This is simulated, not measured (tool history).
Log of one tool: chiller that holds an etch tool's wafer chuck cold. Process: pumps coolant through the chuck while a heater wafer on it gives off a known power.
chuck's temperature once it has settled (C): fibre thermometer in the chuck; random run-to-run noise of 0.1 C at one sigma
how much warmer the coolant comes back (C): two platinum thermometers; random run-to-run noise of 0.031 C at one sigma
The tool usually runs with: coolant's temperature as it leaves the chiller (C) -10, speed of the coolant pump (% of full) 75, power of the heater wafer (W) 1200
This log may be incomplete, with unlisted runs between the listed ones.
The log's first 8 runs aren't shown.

run      day  coolant's temperature as it leaves the chiller (C)  speed of the coolant pump (% of full)  power of the heater wafer (W)  chuck's temperature once it has settled (C)  how much warmer the coolant comes back (C)
  9   41.454                                                 -10                                     75                           1476                                            8                                        5.17
 10   45.254                                                 -10                                     75                           1476                                          8.2                                        5.18
 11   51.421                                                 -19                                     75                           1476                                         -0.6                                        5.25
      54.521  -- coolant pump overhauled, once more
 12   55.883                                                 -19                                     75                           1476                                         -5.2                                         3.5
 13   62.246                                                 -10                                     75                           1200                                          1.4                                        2.84
 14   69.354                                                 -10                                     75                           1200                                          1.6                                        2.89
 15   72.492                                                 -10                                     75                            788                                         -2.6                                        1.94
 16   79.167                                                 -10                                     75                            820                                         -1.8                                        1.96
 17   83.342                                                 -10                                     75                            820                                         -1.9                                        2.02
      88.062  -- chiller's thermometer calibrated
 18   88.646                                                 -20                                     67                           1200                                         -7.5                                        3.34
 19   92.225                                                 -20                                     67                           1200                                         -7.5                                        3.31
 20   95.504                                                  -6                                     91                            738                                          0.3                                        1.52
 21  101.054                                                  -6                                     74                            738                                          1.4                                        1.86
 22  107.321                                                  -6                                     74                            738                                          1.4                                        1.91
     109.333  -- coolant changed, channels flushed
 23  114.212                                                 -20                                    100                           1314                                          -10                                        2.48
 24  119.521                                                 -20                                    100                           1314                                          -10                                        2.52
 25   125.95                                                 -12                                     79                           1200                                           -1                                        2.96
 26  132.192                                                 -10                                     79                           1200                                            1                                        2.94
 27  136.729                                                 -10                                     79                           1200                                          1.2                                        2.97
 28  141.371                                                 -12                                     75                           1200                                         -0.4                                        3.11
 29  148.162                                                 -12                                     75                           1200                                         -0.2                                        3.09
 30  154.208                                                 -11                                     64                           1688                                          7.6                                        5.21
 31  160.108                                                 -20                                     70                           1119                                         -8.2                                        3.17
 32  166.108                                                  -8                                     66                           1449                                            8                                        4.35

Branching from run 32: 3 alternative next runs. What would each branch give?
  A  169.267                                                 -12                                     90                           1200                                            ?                                           ?
  B  169.267                                                  -9                                     82                           1245                                            ?                                           ?
  C  169.267                                                 -17                                     87                           1449                                            ?                                           ?

run  chuck's temperature once it has settled (C)  how much warmer the coolant comes back (C)
  A                                         -1.3                                        2.71
  B                                          2.8                                        3.08
  C                                         -3.8                                        3.35
What these runs would have given with no unlogged condition in the tool:
run  chuck's temperature once it has settled (C)  how much warmer the coolant comes back (C)
  A                                         -2.5                                        2.46
  B                                          1.5                                        2.79
  C                                         -5.2                                        3.04

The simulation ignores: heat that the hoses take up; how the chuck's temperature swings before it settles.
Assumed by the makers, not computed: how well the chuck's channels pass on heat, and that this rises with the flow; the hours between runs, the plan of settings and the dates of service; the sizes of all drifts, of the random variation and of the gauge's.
